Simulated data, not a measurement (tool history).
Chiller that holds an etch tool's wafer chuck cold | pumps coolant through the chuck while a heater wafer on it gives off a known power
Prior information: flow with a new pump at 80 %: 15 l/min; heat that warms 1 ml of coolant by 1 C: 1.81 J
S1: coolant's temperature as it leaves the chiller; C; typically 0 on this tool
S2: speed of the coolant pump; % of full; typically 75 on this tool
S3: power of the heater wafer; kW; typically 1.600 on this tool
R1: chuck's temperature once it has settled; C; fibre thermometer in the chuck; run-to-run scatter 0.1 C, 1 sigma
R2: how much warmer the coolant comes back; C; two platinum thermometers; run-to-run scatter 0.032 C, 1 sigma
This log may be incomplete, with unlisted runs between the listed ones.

{"run": 1, "day": 0.0, "S1": 0, "S2": 75, "S3": 1.6, "R1": 11.5, "R2": 3.91}
{"run": 2, "day": 2.708, "S1": 0, "S2": 75, "S3": 1.242, "R1": 9.1, "R2": 3.03}
{"run": 3, "day": 3.875, "S1": 7, "S2": 75, "S3": 1.242, "R1": 16.1, "R2": 3.04}
{"run": 4, "day": 5.079, "S1": 7, "S2": 75, "S3": 1.242, "R1": 16.3, "R2": 3.05}
{"run": 5, "day": 6.467, "S1": 7, "S2": 75, "S3": 1.242, "R1": 16.1, "R2": 3.02}
{"run": 6, "day": 9.092, "S1": 7, "S2": 75, "S3": 1.242, "R1": 16.3, "R2": 3.07}
{"day": 10.525, "done": "coolant changed, channels flushed"}
{"run": 7, "day": 11.996, "S1": 0, "S2": 75, "S3": 1.6, "R1": 10.4, "R2": 3.92}
{"run": 8, "day": 13.35, "S1": 0, "S2": 75, "S3": 1.6, "R1": 10.1, "R2": 3.93}
{"run": 9, "day": 15.192, "S1": -6, "S2": 75, "S3": 1.6, "R1": 4.2, "R2": 3.95}
{"run": 10, "day": 17.217, "S1": 0, "S2": 96, "S3": 1.6, "R1": 9.0, "R2": 3.1}
{"run": 11, "day": 19.392, "S1": 0, "S2": 95, "S3": 1.6, "R1": 9.0, "R2": 3.18}
{"run": 12, "day": 20.829, "S1": 0, "S2": 95, "S3": 1.6, "R1": 9.0, "R2": 3.16}
{"run": 13, "day": 22.562, "S1": -5, "S2": 75, "S3": 1.6, "R1": 5.3, "R2": 4.05}
{"run": 14, "day": 24.821, "S1": 0, "S2": 75, "S3": 1.6, "R1": 10.3, "R2": 3.97}
{"run": 15, "day": 26.762, "S1": 0, "S2": 75, "S3": 1.193, "R1": 7.7, "R2": 3.01}
{"run": 16, "day": 28.058, "S1": 2, "S2": 75, "S3": 1.193, "R1": 9.9, "R2": 3.01}
{"run": 17, "day": 29.654, "S1": 2, "S2": 75, "S3": 1.193, "R1": 9.8, "R2": 2.98}
{"run": 18, "day": 32.104, "S1": 2, "S2": 75, "S3": 1.193, "R1": 9.7, "R2": 2.93}
{"run": 19, "day": 34.546, "S1": 2, "S2": 75, "S3": 1.193, "R1": 9.9, "R2": 3.05}
{"run": 20, "day": 36.038, "S1": 2, "S2": 87, "S3": 0.912, "R1": 7.6, "R2": 2.01}
{"run": 21, "day": 38.05, "S1": 0, "S2": 75, "S3": 0.999, "R1": 6.5, "R2": 2.46}
{"run": 22, "day": 39.283, "S1": 0, "S2": 75, "S3": 1.127, "R1": 7.6, "R2": 2.88}
{"run": 23, "day": 40.792, "S1": 8, "S2": 86, "S3": 2.267, "R1": 21.8, "R2": 4.97}
{"run": 24, "day": 42.992, "S1": 1, "S2": 93, "S3": 1.861, "R1": 11.9, "R2": 3.82}
{"run": 25, "day": 44.446, "S1": 1, "S2": 93, "S3": 1.861, "R1": 11.8, "R2": 3.8}

Run 26 is up next; what results do you expect?
{"run": 26, "day": 46.467, "S1": 1, "S2": 93, "S3": 1.454, "R1": "?", "R2": "?"}

Run 26 produced R1 9.6 C, R2 2.96 C.
Were there no unlogged condition in the tool, this run, its random variation unchanged, would have produced R1 8.8 C, R2 2.77 C.

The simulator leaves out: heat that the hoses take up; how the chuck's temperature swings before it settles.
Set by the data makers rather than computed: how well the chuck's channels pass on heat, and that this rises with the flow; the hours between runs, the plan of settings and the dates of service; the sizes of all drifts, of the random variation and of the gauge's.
